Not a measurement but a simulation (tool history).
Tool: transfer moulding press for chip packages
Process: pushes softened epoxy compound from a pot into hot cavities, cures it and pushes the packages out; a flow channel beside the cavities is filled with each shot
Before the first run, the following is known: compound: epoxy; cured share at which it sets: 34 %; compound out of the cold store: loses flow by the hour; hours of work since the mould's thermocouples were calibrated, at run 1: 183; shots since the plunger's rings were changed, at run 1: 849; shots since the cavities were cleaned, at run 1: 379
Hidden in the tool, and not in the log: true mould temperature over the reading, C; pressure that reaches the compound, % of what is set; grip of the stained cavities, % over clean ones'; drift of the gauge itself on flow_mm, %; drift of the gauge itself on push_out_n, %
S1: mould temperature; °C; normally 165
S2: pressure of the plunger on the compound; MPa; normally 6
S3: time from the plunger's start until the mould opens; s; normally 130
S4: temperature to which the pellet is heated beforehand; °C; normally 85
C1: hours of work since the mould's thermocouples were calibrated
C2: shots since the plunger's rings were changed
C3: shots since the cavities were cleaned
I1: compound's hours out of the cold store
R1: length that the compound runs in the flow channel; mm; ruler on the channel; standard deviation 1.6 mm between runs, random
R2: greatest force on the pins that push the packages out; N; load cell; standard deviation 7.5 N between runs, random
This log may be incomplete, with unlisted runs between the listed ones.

{"run": 1, "hour": 0.0, "S1": 165, "S2": 6, "S3": 130, "S4": 85, "C1": 183, "C2": 849, "C3": 379, "I1": 17, "R1": 891, "R2": 454}
{"run": 2, "hour": 22.3, "S1": 165, "S2": 6, "S3": 130, "S4": 85, "C1": 195, "C2": 1011, "C3": 541, "I1": 43.7, "R1": 830, "R2": 527}
{"hour": 37.1, "done": "cavities cleaned with cleaning compound and waxed"}
{"run": 3, "hour": 51.2, "S1": 165, "S2": 6, "S3": 130, "S4": 85, "C1": 210, "C2": 1211, "C3": 102, "I1": 31.3, "R1": 856, "R2": 383}
{"run": 4, "hour": 67.9, "S1": 165, "S2": 6, "S3": 130, "S4": 85, "C1": 219, "C2": 1332, "C3": 223, "I1": 21.1, "R1": 879, "R2": 421}
{"run": 5, "hour": 87.1, "S1": 165, "S2": 6, "S3": 130, "S4": 85, "C1": 230, "C2": 1472, "C3": 363, "I1": 14.2, "R1": 896, "R2": 488}
{"run": 6, "hour": 111.9, "S1": 165, "S2": 6, "S3": 130, "S4": 85, "C1": 243, "C2": 1652, "C3": 543, "I1": 12.7, "R1": 898, "R2": 560}
{"hour": 126.7, "done": "cavities cleaned with cleaning compound and waxed"}
{"run": 7, "hour": 143.7, "S1": 165, "S2": 6, "S3": 130, "S4": 85, "C1": 259, "C2": 1873, "C3": 124, "I1": 20.1, "R1": 875, "R2": 373}
{"run": 8, "hour": 160.2, "S1": 165, "S2": 6, "S3": 130, "S4": 82, "C1": 268, "C2": 1993, "C3": 244, "I1": 17, "R1": 882, "R2": 456}
{"run": 9, "hour": 196.6, "S1": 165, "S2": 6, "S3": 130, "S4": 82, "C1": 288, "C2": 2258, "C3": 509, "I1": 37.2, "R1": 837, "R2": 520}
{"hour": 214.8, "done": "cavities cleaned with cleaning compound and waxed"}
{"run": 10, "hour": 216.9, "S1": 165, "S2": 6.94, "S3": 130, "S4": 82, "C1": 298, "C2": 2394, "C3": 15, "I1": 13.2, "R1": 952, "R2": 315}
{"run": 11, "hour": 241.2, "S1": 165, "S2": 6.94, "S3": 130, "S4": 82, "C1": 311, "C2": 2571, "C3": 192, "I1": 45.5, "R1": 876, "R2": 427}
{"run": 12, "hour": 263.8, "S1": 172, "S2": 6, "S3": 130, "S4": 85, "C1": 323, "C2": 2735, "C3": 356, "I1": 12.5, "R1": 851, "R2": 429}
{"run": 13, "hour": 294.3, "S1": 172, "S2": 6, "S3": 130, "S4": 85, "C1": 340, "C2": 2957, "C3": 578, "I1": 36.6, "R1": 800, "R2": 490}
{"hour": 304.4, "done": "cavities cleaned with cleaning compound and waxed"}
{"run": 14, "hour": 322.9, "S1": 165, "S2": 6, "S3": 130, "S4": 85, "C1": 355, "C2": 3154, "C3": 134, "I1": 14.1, "R1": 882, "R2": 382}
{"run": 15, "hour": 339.0, "S1": 166, "S2": 6, "S3": 146, "S4": 84, "C1": 363, "C2": 3271, "C3": 251, "I1": 32.3, "R1": 835, "R2": 412}
{"run": 16, "hour": 372.8, "S1": 165, "S2": 5.64, "S3": 139, "S4": 85, "C1": 382, "C2": 3517, "C3": 497, "I1": 36.5, "R1": 804, "R2": 494}
{"hour": 392.1, "done": "cavities cleaned with cleaning compound and waxed"}
{"run": 17, "hour": 408.5, "S1": 165, "S2": 4.54, "S3": 163, "S4": 85, "C1": 400, "C2": 3766, "C3": 119, "I1": 27.4, "R1": 734, "R2": 365}
{"run": 18, "hour": 427.3, "S1": 165, "S2": 4.54, "S3": 163, "S4": 85, "C1": 410, "C2": 3903, "C3": 256, "I1": 14.7, "R1": 757, "R2": 396}

What will run 19 give?
{"run": 19, "hour": 465.0, "S1": 160, "S2": 5.09, "S3": 157, "S4": 92, "C1": 431, "C2": 4177, "C3": 530, "I1": 31.2, "R1": "?", "R2": "?"}

Run 19 produced R1 788 mm, R2 540 N.
The same run, on a tool lacking any hidden state, would have yielded R1 819 mm, R2 318 N.

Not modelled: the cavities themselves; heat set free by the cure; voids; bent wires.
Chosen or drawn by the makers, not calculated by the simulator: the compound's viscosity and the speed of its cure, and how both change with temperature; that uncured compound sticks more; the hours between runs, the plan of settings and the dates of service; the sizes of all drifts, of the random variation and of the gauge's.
